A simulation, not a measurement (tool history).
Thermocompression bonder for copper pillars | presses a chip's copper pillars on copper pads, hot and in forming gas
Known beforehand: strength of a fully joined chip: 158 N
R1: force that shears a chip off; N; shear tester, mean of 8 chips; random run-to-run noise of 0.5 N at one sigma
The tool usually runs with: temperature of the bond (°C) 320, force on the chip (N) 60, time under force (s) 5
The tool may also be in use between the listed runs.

run 1 hour=0 | temperature_of_the_bond_(°C)=320 force_on_the_chip_(N)=60 time_under_force_(s)=5 | R1=68.3
run 2 hour=15.4 | temperature_of_the_bond_(°C)=320 force_on_the_chip_(N)=60 time_under_force_(s)=6 | R1=73.8
run 3 hour=28.3 | temperature_of_the_bond_(°C)=320 force_on_the_chip_(N)=60 time_under_force_(s)=6 | R1=73.7
run 4 hour=44 | temperature_of_the_bond_(°C)=320 force_on_the_chip_(N)=60 time_under_force_(s)=6 | R1=74.2
run 5 hour=57.8 | temperature_of_the_bond_(°C)=320 force_on_the_chip_(N)=60 time_under_force_(s)=6 | R1=74.3
run 6 hour=76.3 | temperature_of_the_bond_(°C)=320 force_on_the_chip_(N)=60 time_under_force_(s)=6 | R1=73.9
run 7 hour=94.9 | temperature_of_the_bond_(°C)=320 force_on_the_chip_(N)=60 time_under_force_(s)=5 | R1=69.6
run 8 hour=117.4 | temperature_of_the_bond_(°C)=320 force_on_the_chip_(N)=60 time_under_force_(s)=5 | R1=68.9
run 9 hour=129 | temperature_of_the_bond_(°C)=320 force_on_the_chip_(N)=60 time_under_force_(s)=5 | R1=70
run 10 hour=146.5 | temperature_of_the_bond_(°C)=320 force_on_the_chip_(N)=60 time_under_force_(s)=5 | R1=68.5
run 11 hour=167.4 | temperature_of_the_bond_(°C)=320 force_on_the_chip_(N)=60 time_under_force_(s)=5 | R1=68.6
run 12 hour=177 | temperature_of_the_bond_(°C)=320 force_on_the_chip_(N)=60 time_under_force_(s)=5 | R1=69.2
run 13 hour=194.2 | temperature_of_the_bond_(°C)=320 force_on_the_chip_(N)=37 time_under_force_(s)=5 | R1=47.1
run 14 hour=203.7 | temperature_of_the_bond_(°C)=320 force_on_the_chip_(N)=60 time_under_force_(s)=5 | R1=69.1
run 15 hour=216.5 | temperature_of_the_bond_(°C)=320 force_on_the_chip_(N)=60 time_under_force_(s)=5 | R1=69.2
run 16 hour=230.4 | temperature_of_the_bond_(°C)=320 force_on_the_chip_(N)=61 time_under_force_(s)=5 | R1=70.4
run 17 hour=240.4 | temperature_of_the_bond_(°C)=320 force_on_the_chip_(N)=61 time_under_force_(s)=5 | R1=70.1
run 18 hour=251.7 | temperature_of_the_bond_(°C)=320 force_on_the_chip_(N)=61 time_under_force_(s)=5 | R1=70.2
run 19 hour=274.5 | temperature_of_the_bond_(°C)=320 force_on_the_chip_(N)=61 time_under_force_(s)=5 | R1=68.8
run 20 hour=286.3 | temperature_of_the_bond_(°C)=320 force_on_the_chip_(N)=61 time_under_force_(s)=5 | R1=68.8
run 21 hour=300.4 | temperature_of_the_bond_(°C)=337 force_on_the_chip_(N)=60 time_under_force_(s)=8 | R1=90.8
run 22 hour=321.1 | temperature_of_the_bond_(°C)=337 force_on_the_chip_(N)=60 time_under_force_(s)=8 | R1=90
run 23 hour=338.4 | temperature_of_the_bond_(°C)=317 force_on_the_chip_(N)=60 time_under_force_(s)=6 | R1=72.8
run 24 hour=348.1 | temperature_of_the_bond_(°C)=317 force_on_the_chip_(N)=60 time_under_force_(s)=6 | R1=72.2
run 25 hour=368.7 | temperature_of_the_bond_(°C)=339 force_on_the_chip_(N)=41 time_under_force_(s)=15 | R1=87.7
run 26 hour=378.8 | temperature_of_the_bond_(°C)=339 force_on_the_chip_(N)=41 time_under_force_(s)=15 | R1=87.6
run 27 hour=391.4 | temperature_of_the_bond_(°C)=319 force_on_the_chip_(N)=41 time_under_force_(s)=7 | R1=58.5
run 28 hour=401 | temperature_of_the_bond_(°C)=319 force_on_the_chip_(N)=41 time_under_force_(s)=7 | R1=57.9
run 29 hour=413.9 | temperature_of_the_bond_(°C)=320 force_on_the_chip_(N)=90 time_under_force_(s)=5 | R1=91.4
run 30 hour=427.4 | temperature_of_the_bond_(°C)=343 force_on_the_chip_(N)=60 time_under_force_(s)=4 | R1=74.6
run 31 hour=443.3 | temperature_of_the_bond_(°C)=298 force_on_the_chip_(N)=37 time_under_force_(s)=10 | R1=51.1
run 32 hour=454.5 | temperature_of_the_bond_(°C)=320 force_on_the_chip_(N)=77 time_under_force_(s)=12 | R1=107.5
-- hour=464 forming gas filter changed
run 33 hour=468 | temperature_of_the_bond_(°C)=320 force_on_the_chip_(N)=77 time_under_force_(s)=12 | R1=107.7
run 34 hour=488.7 | temperature_of_the_bond_(°C)=346 force_on_the_chip_(N)=55 time_under_force_(s)=3 | R1=63.9
run 35 hour=504.2 | temperature_of_the_bond_(°C)=346 force_on_the_chip_(N)=55 time_under_force_(s)=3 | R1=64.5
run 36 hour=525.4 | temperature_of_the_bond_(°C)=326 force_on_the_chip_(N)=38 time_under_force_(s)=14 | R1=74.5
run 37 hour=544.1 | temperature_of_the_bond_(°C)=326 force_on_the_chip_(N)=38 time_under_force_(s)=14 | R1=74.9
-- hour=554.5 heater calibrated with a thermocouple chip
run 38 hour=557.4 | temperature_of_the_bond_(°C)=326 force_on_the_chip_(N)=38 time_under_force_(s)=14 | R1=74.2
run 39 hour=573.8 | temperature_of_the_bond_(°C)=344 force_on_the_chip_(N)=38 time_under_force_(s)=14 | R1=83.5
run 40 hour=587.5 | temperature_of_the_bond_(°C)=344 force_on_the_chip_(N)=38 time_under_force_(s)=14 | R1=85.1

What if the next run were any one of these 3? Each begins from the tool's condition after run 40:
run A hour=597.1 | temperature_of_the_bond_(°C)=336 force_on_the_chip_(N)=83 time_under_force_(s)=14 | R1=?
run B hour=597.1 | temperature_of_the_bond_(°C)=316 force_on_the_chip_(N)=65 time_under_force_(s)=4 | R1=?
run C hour=597.1 | temperature_of_the_bond_(°C)=320 force_on_the_chip_(N)=60 time_under_force_(s)=4 | R1=?

run=A R1=125.4
run=B R1=64.5
run=C R1=63.5
Take away the tool's hidden state, keep each run's random variation, and the runs would have read:
run=A R1=125.4
run=B R1=64.5
run=C R1=63.5

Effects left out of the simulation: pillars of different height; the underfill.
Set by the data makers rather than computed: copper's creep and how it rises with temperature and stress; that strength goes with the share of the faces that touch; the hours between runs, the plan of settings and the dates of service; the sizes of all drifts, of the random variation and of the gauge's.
